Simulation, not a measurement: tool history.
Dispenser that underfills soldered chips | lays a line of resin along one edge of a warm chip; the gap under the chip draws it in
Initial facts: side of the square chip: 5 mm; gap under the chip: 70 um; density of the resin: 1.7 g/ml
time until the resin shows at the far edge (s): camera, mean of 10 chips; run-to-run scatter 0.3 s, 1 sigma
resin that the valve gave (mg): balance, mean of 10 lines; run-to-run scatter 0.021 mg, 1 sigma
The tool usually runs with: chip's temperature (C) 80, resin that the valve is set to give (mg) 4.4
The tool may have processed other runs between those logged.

| run | hour | chip's temperature (C) | resin that the valve is set to give (mg) | time until the resin shows at the far edge (s) | resin that the valve gave (mg) |
|---|---|---|---|---|---|
| 1 | 0 | 80 | 4.4 | 9.2 | 4.33 |
| 2 | 10.2 | 85 | 4.4 | 5.6 | 4.32 |
| 3 | 21.2 | 85 | 4.4 | 8.8 | 4.3 |
| 4 | 27.8 | 80 | 4.65 | 6 | 4.51 |
| 5 | 34.2 | 80 | 4.1 | 7.7 | 3.99 |
| 6 | 47 | 80 | 4.1 | 6.6 | 3.92 |
| 7 | 55.7 | 80 | 4.1 | 9.2 | 3.92 |
| 8 | 64.7 | 80 | 4.4 | 5.8 | 4.17 |
| 9 | 71.3 | 80 | 4.4 | 7.3 | 4.19 |
| 10 | 78.6 | 68 | 4.4 | 15.3 | 4.36 |
| 11 | 87.5 | 68 | 3.78 | 10.2 | 3.77 |
| 12 | 97.9 | 68 | 3.78 | 16.7 | 3.74 |
| 13 | 103.8 | 68 | 3.78 | 9.5 | 3.72 |
| 14 | 111 | 68 | 3.78 | 13 | 3.68 |
| 15 | 117.6 | 65 | 3.78 | 8.2 | 3.67 |
| 16 | 125.9 | 65 | 4.01 | 12.6 | 3.9 |
| 17 | 133.9 | 65 | 4.01 | 18.3 | 3.89 |
| 18 | 141.2 | 65 | 4.01 | 10.7 | 3.86 |
| 19 | 148.1 | 65 | 4.01 | 14.8 | 3.83 |
| 20 | 158.6 | 88 | 4.01 | 4.9 | 3.81 |
| 21 | 167.1 | 78 | 3.72 | 9.8 | 3.5 |
| 22 | 177.9 | 76 | 5.31 | 6.7 | 5.01 |
| 23 | 185.7 | 93 | 5.23 | 6 | 5.24 |
| 24 | 194.1 | 78 | 4.4 | 5.7 | 4.41 |
| 25 | 201.2 | 78 | 4.4 | 7.8 | 4.36 |
| 26 | 208.3 | 78 | 4.01 | 10.7 | 3.94 |
| 27 | 214 | 94 | 4.92 | 3.8 | 4.86 |
| 28 | 226.6 | 94 | 4.92 | 6.4 | 4.82 |
| 29 | 234 | 80 | 3.9 | 6.4 | 3.76 |
| 30 | 244.2 | 80 | 3.9 | 10.2 | 3.79 |
| 31 | 257.4 | 78 | 3.9 | 8.3 | 3.73 |
| 32 | 264.8 | 83 | 4.02 | 9.9 | 3.85 |
| 33 | 274.3 | 91 | 3.72 | 4.8 | 3.53 |
| 34 | 280.9 | 86 | 3.87 | 8.2 | 3.66 |
| 35 | 289.2 | 86 | 3.87 | 5.3 | 3.68 |

Removed from this log: 18 entries logged between the listed runs. Between which two listed runs does each belong, and how does the tool's hidden state at the listed run before it compare with that at the listed run after it?
Logged between run 1 and run 2: new syringe of resin (hour 4.9)
  resin's viscosity, % of fresh resin's: 180.1 -> 125.3; dose that the valve gives, % of what is set: 98.45 -> 97.91; true chip temperature over the reading, C: 0.16 -> 0.18
  what was measured, less what the result would be without the hidden state, time until the resin shows at the far edge (s): +4 -> +1.1; resin that the valve gave (mg): -0.07 -> -0.09
Logged between run 3 and run 4: new syringe of resin (hour 23.6)
  resin's viscosity, % of fresh resin's: 205.1 -> 120.5; dose that the valve gives, % of what is set: 97.36 -> 97; true chip temperature over the reading, C: 0.2 -> 0.21
  what was measured, less what the result would be without the hidden state, time until the resin shows at the far edge (s): +4.6 -> +1; resin that the valve gave (mg): -0.12 -> -0.14
Logged between run 5 and run 6: new syringe of resin (hour 42)
  resin's viscosity, % of fresh resin's: 161 -> 124.2; dose that the valve gives, % of what is set: 96.63 -> 95.97; true chip temperature over the reading, C: 0.23 -> 0.25
  what was measured, less what the result would be without the hidden state, time until the resin shows at the far edge (s): +3.2 -> +1.2; resin that the valve gave (mg): -0.14 -> -0.16
Logged between run 7 and run 8: new syringe of resin (hour 61.2)
  resin's viscosity, % of fresh resin's: 183.5 -> 115.6; dose that the valve gives, % of what is set: 95.54 -> 95.1; true chip temperature over the reading, C: 0.27 -> 0.29
  what was measured, less what the result would be without the hidden state, time until the resin shows at the far edge (s): +4.2 -> +0.7; resin that the valve gave (mg): -0.18 -> -0.21
Logged between run 9 and run 10: dispensing valve cleaned and set on the balance (hour 74.2)
  resin's viscosity, % of fresh resin's: 156.2 -> 207.1; dose that the valve gives, % of what is set: 94.72 -> 99.47; true chip temperature over the reading, C: 0.31 -> 0.32
  what was measured, less what the result would be without the hidden state, time until the resin shows at the far edge (s): +2.8 -> +7.9; resin that the valve gave (mg): -0.23 -> -0.02
Logged between run 10 and run 11: new syringe of resin (hour 80.7)
  resin's viscosity, % of fresh resin's: 207.1 -> 134.2; dose that the valve gives, % of what is set: 99.47 -> 99.06; true chip temperature over the reading, C: 0.32 -> 0.34
  what was measured, less what the result would be without the hidden state, time until the resin shows at the far edge (s): +7.9 -> +2.5; resin that the valve gave (mg): -0.02 -> -0.03
Logged between run 12 and run 13: new syringe of resin (hour 98.9)
  resin's viscosity, % of fresh resin's: 214.3 -> 124.7; dose that the valve gives, % of what is set: 98.48 -> 98.18; true chip temperature over the reading, C: 0.37 -> 0.38
  what was measured, less what the result would be without the hidden state, time until the resin shows at the far edge (s): +8.7 -> +1.8; resin that the valve gave (mg): -0.06 -> -0.07
Logged between run 14 and run 15: new syringe of resin (hour 117)
  resin's viscosity, % of fresh resin's: 172.7 -> 102.6; dose that the valve gives, % of what is set: 97.74 -> 97.42; true chip temperature over the reading, C: 0.39 -> 0.41
  what was measured, less what the result would be without the hidden state, time until the resin shows at the far edge (s): +5.6 -> +0.2; resin that the valve gave (mg): -0.09 -> -0.1
Logged between run 17 and run 18: new syringe of resin (hour 135.5)
  resin's viscosity, % of fresh resin's: 213 -> 129.9; dose that the valve gives, % of what is set: 96.55 -> 96.14; true chip temperature over the reading, C: 0.44 -> 0.46
  what was measured, less what the result would be without the hidden state, time until the resin shows at the far edge (s): +9.5 -> +2.5; resin that the valve gave (mg): -0.14 -> -0.16
Logged between run 19 and run 20: new syringe of resin (hour 153.9)
  resin's viscosity, % of fresh resin's: 176.9 -> 125.1; dose that the valve gives, % of what is set: 95.78 -> 95.25; true chip temperature over the reading, C: 0.47 -> 0.5
  what was measured, less what the result would be without the hidden state, time until the resin shows at the far edge (s): +6.6 -> +1; resin that the valve gave (mg): -0.17 -> -0.2
Logged between run 21 and run 22: new syringe of resin (hour 172.7)
  resin's viscosity, % of fresh resin's: 183.1 -> 125.1; dose that the valve gives, % of what is set: 94.79 -> 94.2; true chip temperature over the reading, C: 0.52 -> 0.54
  what was measured, less what the result would be without the hidden state, time until the resin shows at the far edge (s): +4.6 -> +1.3; resin that the valve gave (mg): -0.19 -> -0.3
Logged between run 22 and run 23: dispensing valve cleaned and set on the balance (hour 184.1)
  resin's viscosity, % of fresh resin's: 125.1 -> 169.7; dose that the valve gives, % of what is set: 94.2 -> 99.76; true chip temperature over the reading, C: 0.54 -> 0.55
  what was measured, less what the result would be without the hidden state, time until the resin shows at the far edge (s): +1.3 -> +2.2; resin that the valve gave (mg): -0.3 -> -0.01
Logged between run 23 and run 24: new syringe of resin (hour 192.5)
  resin's viscosity, % of fresh resin's: 169.7 -> 106.6; dose that the valve gives, % of what is set: 99.76 -> 99.35; true chip temperature over the reading, C: 0.55 -> 0.57
  what was measured, less what the result would be without the hidden state, time until the resin shows at the far edge (s): +2.2 -> +0.3; resin that the valve gave (mg): -0.01 -> -0.03
Logged between run 26 and run 27: new syringe of resin (hour 210.6)
  resin's viscosity, % of fresh resin's: 201.2 -> 115.8; dose that the valve gives, % of what is set: 98.57 -> 98.3; true chip temperature over the reading, C: 0.6 -> 0.61
  what was measured, less what the result would be without the hidden state, time until the resin shows at the far edge (s): +5.4 -> +0.4; resin that the valve gave (mg): -0.05 -> -0.09
Logged between run 28 and run 29: new syringe of resin (hour 228.8)
  resin's viscosity, % of fresh resin's: 203.9 -> 127; dose that the valve gives, % of what is set: 97.64 -> 97.27; true chip temperature over the reading, C: 0.64 -> 0.66
  what was measured, less what the result would be without the hidden state, time until the resin shows at the far edge (s): +3.2 -> +1.3; resin that the valve gave (mg): -0.12 -> -0.11
Logged between run 30 and run 31: new syringe of resin (hour 247.3)
  resin's viscosity, % of fresh resin's: 200.6 -> 156; dose that the valve gives, % of what is set: 96.76 -> 96.09; true chip temperature over the reading, C: 0.68 -> 0.71
  what was measured, less what the result would be without the hidden state, time until the resin shows at the far edge (s): +5.1 -> +3.1; resin that the valve gave (mg): -0.12 -> -0.15
Logged between run 32 and run 33: new syringe of resin (hour 266)
  resin's viscosity, % of fresh resin's: 217 -> 145; dose that the valve gives, % of what is set: 95.67 -> 95.15; true chip temperature over the reading, C: 0.72 -> 0.74
  what was measured, less what the result would be without the hidden state, time until the resin shows at the far edge (s): +5.3 -> +1.6; resin that the valve gave (mg): -0.17 -> -0.18
Logged between run 34 and run 35: new syringe of resin (hour 284)
  resin's viscosity, % of fresh resin's: 194.8 -> 127.4; dose that the valve gives, % of what is set: 94.83 -> 94.37; true chip temperature over the reading, C: 0.76 -> 0.78
  what was measured, less what the result would be without the hidden state, time until the resin shows at the far edge (s): +4 -> +1.1; resin that the valve gave (mg): -0.2 -> -0.22
